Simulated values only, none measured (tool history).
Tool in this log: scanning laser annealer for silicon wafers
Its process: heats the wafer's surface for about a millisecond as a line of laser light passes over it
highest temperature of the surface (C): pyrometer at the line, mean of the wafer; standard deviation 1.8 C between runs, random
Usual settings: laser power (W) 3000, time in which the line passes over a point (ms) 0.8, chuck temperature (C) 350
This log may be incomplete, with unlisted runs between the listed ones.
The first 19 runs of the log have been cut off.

run    hour  laser power (W)  time in which the line passes over a point (ms)  chuck temperature (C)  hours of work since the window was cleaned  hours of work since the power meter was calibrated  hours of work since the optics were aligned  highest temperature of the surface (C)
 20   944.2             3000                                              0.8                    350                                          62                                                1988                                          978                                    1082
 21  1006.8             3000                                            0.801                    350                                         110                                                2036                                         1027                                    1079
 22  1062.2             2776                                            0.617                    324                                         153                                                2079                                         1070                                     898
 23  1123.7             2776                                            0.617                    324                                         201                                                2127                                         1118                                     895
 24  1191.2             3066                                            0.645                    373                                         254                                                2180                                         1170                                    1027
 25    1260             3066                                            0.645                    373                                         307                                                2233                                         1224                                    1021
 26  1324.1             3024                                            0.867                    389                                         357                                                2283                                         1274                                    1133
 27  1354.6             3147                                            0.714                    313                                         381                                                2307                                         1297                                    1011
 28  1418.1             3147                                            0.714                    329                                         430                                                2356                                         1347                                    1023
     1438.2  -- optics aligned, line set to its width
     1462.4  -- window over the wafer cleaned
 29  1479.1             3147                                            0.714                    329                                          13                                                2398                                           30                                    1066
 30  1509.1             2927                                            0.591                    320                                          36                                                2421                                           54                                     935
 31  1558.3             3083                                            0.949                    337                                          75                                                2460                                           92                                    1175
 32  1628.9             3000                                            0.601                    324                                         129                                                2515                                          147                                     954
 33  1690.1             2577                                              0.8                    382                                         177                                                2562                                          194                                    1004
 34  1761.5             2758                                              0.8                    387                                         232                                                2618                                          250                                    1048
 35  1810.6             3000                                              0.8                    355                                         271                                                2656                                          288                                    1081
 36  1842.9             3000                                              0.8                    355                                         296                                                2681                                          313                                    1073
 37  1908.2             3000                                              0.8                    355                                         347                                                2732                                          364                                    1072
 38    1977             2987                                            0.616                    350                                         400                                                2785                                          417                                     968
 39    2024             2987                                            0.616                    350                                         437                                                2822                                          454                                     961
     2057.4  -- window over the wafer cleaned
 40  2065.8             3000                                            0.593                    349                                           7                                                2853                                          485                                     979
 41  2126.3             3000                                            0.638                    330                                          54                                                2900                                          532                                     986

Consider 3 possible next runs. They are alternatives, not a sequence: every one starts from the tool as it was left by run 41. What does each give?
  A  2186             2822                                            0.916                    374                                         100                                                2946                                          578                                       ?
  B  2186             3000                                            0.725                    379                                         100                                                2946                                          578                                       ?
  C  2186             3055                                            0.638                    330                                         100                                                2946                                          578                                       ?

run  highest temperature of the surface (C)
  A                                    1116
  B                                    1075
  C                                     995
What these runs would have given with no unlogged condition in the tool:
run  highest temperature of the surface (C)
  A                                    1112
  B                                    1071
  C                                     992

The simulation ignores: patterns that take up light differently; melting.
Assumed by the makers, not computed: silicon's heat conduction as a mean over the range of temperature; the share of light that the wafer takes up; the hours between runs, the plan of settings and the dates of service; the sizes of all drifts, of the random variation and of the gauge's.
